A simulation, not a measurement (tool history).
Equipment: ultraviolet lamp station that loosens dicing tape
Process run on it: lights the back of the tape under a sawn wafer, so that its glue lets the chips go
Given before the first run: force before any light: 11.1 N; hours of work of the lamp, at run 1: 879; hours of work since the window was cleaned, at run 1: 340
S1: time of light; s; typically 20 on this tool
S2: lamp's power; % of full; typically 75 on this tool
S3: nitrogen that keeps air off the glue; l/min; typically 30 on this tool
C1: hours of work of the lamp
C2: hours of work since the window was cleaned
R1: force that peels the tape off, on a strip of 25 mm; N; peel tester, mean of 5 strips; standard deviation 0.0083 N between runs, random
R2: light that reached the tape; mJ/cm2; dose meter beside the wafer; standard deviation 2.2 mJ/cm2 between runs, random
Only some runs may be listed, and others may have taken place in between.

run	day	S1	S2	S3	C1	C2	R1	R2
1	0.000	20	75	30	879	340	0.639	139
2	1.879	20	75	30	901	361	0.686	145
3	4.538	20	75	30	931	391	0.684	143
4	6.279	20	75	30	951	411	0.712	140
5	8.304	20	75	30	974	434	0.724	136
6	11.008	20	75	30	1004	465	0.757	133
7	12.246	34	75	30	1018	479	0.249	226
8	13.588	20	89	30	1034	494	0.538	153
9	16.212	20	89	30	1063	524	0.553	157
# day 18.942: window cleaned of glue's vapour
10	19.092	20	89	30	1096	2	0.679	141
11	21.900	20	75	30	1128	34	1.024	117
12	23.162	20	75	30	1142	48	1.048	118
13	24.592	14	75	30	1158	64	2.105	78
# day 26.208: window cleaned of glue's vapour, once more
14	26.208	26	92	10	1176	0	0.579	231
# day 27.308: lamp changed
15	27.792	36	93	30	5	17	0.168	424
16	30.696	36	93	30	38	50	0.163	420
17	33.121	36	93	30	66	78	0.163	416
18	35.062	22	75	38	88	100	0.274	205
19	37.217	20	69	14	112	124	0.886	167
20	39.171	20	69	29	135	147	0.479	166
21	40.429	20	89	48	149	161	0.220	208
22	42.792	34	70	21	176	188	0.212	278

Forecast each of these 3 alternatives for the next run:
A	44.446	20	94	30	194	206	?	?
B	44.446	34	70	35	194	206	?	?
C	44.446	31	83	30	194	206	?	?

run	R1	R2
A	0.257	218
B	0.195	274
C	0.182	300
What these runs would have given with no unlogged condition in the tool:
run	R1	R2
A	0.215	245
B	0.184	308
C	0.172	336
